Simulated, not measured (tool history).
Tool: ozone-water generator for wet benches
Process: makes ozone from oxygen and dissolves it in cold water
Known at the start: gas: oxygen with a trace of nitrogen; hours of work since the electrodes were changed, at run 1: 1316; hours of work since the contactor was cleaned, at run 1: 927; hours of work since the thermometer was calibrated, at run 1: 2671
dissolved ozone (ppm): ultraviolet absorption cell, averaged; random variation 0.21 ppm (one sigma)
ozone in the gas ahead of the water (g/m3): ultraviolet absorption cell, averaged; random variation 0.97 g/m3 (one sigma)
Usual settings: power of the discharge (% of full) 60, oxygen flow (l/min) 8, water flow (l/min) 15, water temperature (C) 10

| run | hour | power of the discharge (% of full) | oxygen flow (l/min) | water flow (l/min) | water temperature (C) | hours of work since the electrodes were changed | hours of work since the contactor was cleaned | hours of work since the thermometer was calibrated | dissolved ozone (ppm) | ozone in the gas ahead of the water (g/m3) |
|---|---|---|---|---|---|---|---|---|---|---|
| 1 | 0 | 60 | 8 | 15 | 10 | 1316 | 927 | 2671 | 29.8 | 157.9 |
| 2 | 84.4 | 60 | 8 | 15 | 10 | 1392 | 1003 | 2747 | 29.4 | 156 |
| 3 | 143.3 | 60 | 8 | 15 | 13 | 1445 | 1056 | 2801 | 27.9 | 157.4 |
| 4 | 191.9 | 60 | 8 | 15 | 13 | 1489 | 1100 | 2845 | 27.6 | 153.9 |
| 5 | 281.3 | 60 | 8 | 15 | 13 | 1570 | 1181 | 2926 | 27.4 | 155.5 |
| 6 | 367.7 | 60 | 8 | 15 | 13 | 1648 | 1259 | 3004 | 27.4 | 154 |
| 7 | 441.7 | 60 | 8 | 15 | 13 | 1715 | 1326 | 3070 | 27.3 | 154.8 |
| 8 | 534.4 | 60 | 6.24 | 15 | 10 | 1799 | 1410 | 3154 | 28.2 | 170.5 |
| 9 | 590.6 | 60 | 8 | 15 | 10 | 1850 | 1460 | 3205 | 28.6 | 153.6 |
| 10 | 681.1 | 60 | 11.88 | 15 | 10 | 1932 | 1542 | 3287 | 28.3 | 129.2 |
| 11 | 763.9 | 60 | 11.88 | 15 | 10 | 2006 | 1617 | 3362 | 27.9 | 130.4 |
| 12 | 820.4 | 60 | 8 | 15 | 10 | 2058 | 1668 | 3413 | 28.1 | 152.2 |
|  | 825.7 | water thermometer calibrated |
| 13 | 916.8 | 60 | 8 | 15 | 10 | 2144 | 1755 | 82 | 27.7 | 150.4 |
| 14 | 997.5 | 60 | 10.75 | 15 | 10 | 2217 | 1828 | 155 | 27.9 | 133.5 |
| 15 | 1100.6 | 60 | 11.77 | 15 | 10 | 2310 | 1921 | 248 | 27.2 | 127.3 |
| 16 | 1179.7 | 60 | 8 | 15 | 10 | 2382 | 1993 | 320 | 27.7 | 149.9 |
|  | 1198 | contactor cleaned |
| 17 | 1266.1 | 60 | 8 | 15 | 10 | 2456 | 62 | 394 | 27.4 | 148.2 |
| 18 | 1355.7 | 43 | 8.28 | 14 | 10 | 2537 | 143 | 475 | 24.8 | 126 |
| 19 | 1412.4 | 72 | 8.19 | 17 | 10 | 2589 | 194 | 527 | 27.8 | 159.8 |
|  | 1442.9 | water thermometer calibrated, once more |
| 20 | 1510 | 47 | 13.49 | 16 | 10 | 2676 | 282 | 61 | 24.2 | 107 |
| 21 | 1579.7 | 94 | 7.11 | 10 | 10 | 2739 | 345 | 124 | 42.8 | 190.9 |
| 22 | 1670.7 | 94 | 7.11 | 10 | 10 | 2822 | 427 | 206 | 42.4 | 190.7 |

Forecast run 23:
| 23 | 1753.2 | 94 | 4.84 | 10 | 10 | 2896 | 501 | 281 | ? | ? |

dissolved ozone (ppm): 42.1
ozone in the gas ahead of the water (g/m3): 221.2
Without the tool's hidden state the same run would have given dissolved ozone (ppm) 49.5, ozone in the gas ahead of the water (g/m3) 257.6.
